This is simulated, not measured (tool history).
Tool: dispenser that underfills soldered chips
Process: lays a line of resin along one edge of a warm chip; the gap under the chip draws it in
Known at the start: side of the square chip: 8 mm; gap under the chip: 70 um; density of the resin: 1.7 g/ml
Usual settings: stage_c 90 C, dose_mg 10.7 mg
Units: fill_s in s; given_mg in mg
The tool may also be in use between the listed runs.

run	hour	stage_c	dose_mg	fill_s	given_mg
1	0.0	90	10.7	16.6	10.59
2	4.9	90	10.9	20.5	10.77
3	8.4	90	10.7	22.8	10.54
# hour 13.0: new syringe of resin
4	15.8	90	10.0	18.2	9.73
5	20.6	90	10.0	21.8	9.77
6	24.3	90	10.0	25.0	9.71
# hour 27.2: new syringe of resin
7	29.4	90	10.0	17.4	9.69
8	35.8	90	10.0	21.6	9.72
9	40.0	90	10.0	25.7	9.63
# hour 41.3: new syringe of resin
10	47.4	90	10.7	20.1	10.29
# hour 55.9: new syringe of resin
11	55.9	90	10.7	17.1	10.19
12	61.6	90	10.0	20.3	9.59
13	68.8	90	10.0	26.3	9.54
# hour 70.3: new syringe of resin
14	74.2	90	10.7	19.3	10.19
15	81.4	87	10.7	27.5	10.10
# hour 84.6: new syringe of resin
16	90.4	87	10.7	23.1	9.99
17	98.1	87	10.7	30.3	10.01
# hour 98.9: new syringe of resin
18	107.1	90	10.7	22.5	9.96
19	111.2	83	13.8	32.1	12.87
# hour 113.3: new syringe of resin
20	116.0	83	13.8	23.3	12.72
21	122.1	93	12.4	20.2	11.48
# hour 127.8: new syringe of resin
22	129.2	90	11.5	17.2	10.47
23	136.1	93	11.6	19.8	10.53
# hour 142.1: new syringe of resin
24	145.2	86	10.2	22.4	9.30
25	148.8	86	10.2	25.3	9.12
# hour 156.6: new syringe of resin
26	157.6	102	13.4	11.3	12.11
27	162.0	102	13.4	11.9	11.93
28	168.4	102	13.4	15.3	11.87
# hour 170.9: new syringe of resin
29	175.0	100	11.1	13.0	9.75
# hour 180.7: dispensing valve cleaned and set on the balance
30	182.0	103	12.9	14.6	12.96
# hour 186.2: new syringe of resin
31	188.5	98	9.3	13.9	9.19
32	195.5	92	11.0	21.0	10.78
33	199.6	92	11.0	24.8	10.84
# hour 200.4: new syringe of resin
34	208.6	92	11.0	20.5	10.84
35	212.4	92	11.0	23.4	10.72
# hour 214.8: new syringe of resin
36	219.6	98	9.3	15.2	9.00

Some steps in fill_s between neighbouring runs. How much of each would the tool show without its hidden state too (settings, what came in, random variation), and how much is left for the hidden state, with any gauge scatter that isn't in both results?
The hidden state here: resin's viscosity, % of fresh resin's; dose that the valve gives, % of what is set; true chip temperature over the reading, C; drift of the gauge itself on fill_s, %; drift of the gauge itself on given_mg, %.
Run 6 -> 7: new syringe of resin. fill_s -7.6 s: hidden state -7.5, all else -0.1.
Run 13 -> 14: dose_mg 10.0 -> 10.7, new syringe of resin. fill_s -7.0 s: hidden state -7.5, all else +0.5.
Run 18 -> 19: stage_c 90 -> 83, dose_mg 10.7 -> 13.8. fill_s +9.6 s: hidden state +6.0, all else +3.6.
Run 19 -> 20: new syringe of resin. fill_s -8.8 s: hidden state -9.6, all else +0.8.
Run 25 -> 26: stage_c 86 -> 102, dose_mg 10.2 -> 13.4, new syringe of resin. fill_s -14.0 s: hidden state -6.1, all else -7.9.
